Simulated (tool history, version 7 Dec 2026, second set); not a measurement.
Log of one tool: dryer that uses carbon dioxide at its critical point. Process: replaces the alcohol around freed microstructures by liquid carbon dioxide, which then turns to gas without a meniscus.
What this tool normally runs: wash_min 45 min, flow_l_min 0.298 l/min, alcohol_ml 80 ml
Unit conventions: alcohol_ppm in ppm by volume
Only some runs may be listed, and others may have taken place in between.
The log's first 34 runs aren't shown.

run	day	wash_min	flow_l_min	alcohol_ml	alcohol_ppm
# day 69.108: inlet filter changed
35	69.608	35	0.209	52	881
36	71.638	35	0.209	52	899
37	73.246	35	0.209	52	923
38	74.625	35	0.209	98	1753
39	76.196	35	0.209	89	1604
40	77.900	35	0.209	89	1621
41	79.346	35	0.209	89	1652
42	81.267	35	0.209	89	1684
43	83.150	67	0.436	32	151
44	85.946	67	0.435	58	167
45	88.288	67	0.435	58	179
46	90.175	67	0.435	58	177
47	91.771	67	0.435	58	195

Here are 3 independent what-if runs from the current tool condition. What would each one return?
A	94.525	69	0.493	70	?
B	94.525	55	0.239	67	?
C	94.525	67	0.435	43	?

run	alcohol_ppm
A	204
B	328
C	214
Stripped of hidden state, with their random variation kept, the same runs would have yielded:
run	alcohol_ppm
A	9
B	81
C	13

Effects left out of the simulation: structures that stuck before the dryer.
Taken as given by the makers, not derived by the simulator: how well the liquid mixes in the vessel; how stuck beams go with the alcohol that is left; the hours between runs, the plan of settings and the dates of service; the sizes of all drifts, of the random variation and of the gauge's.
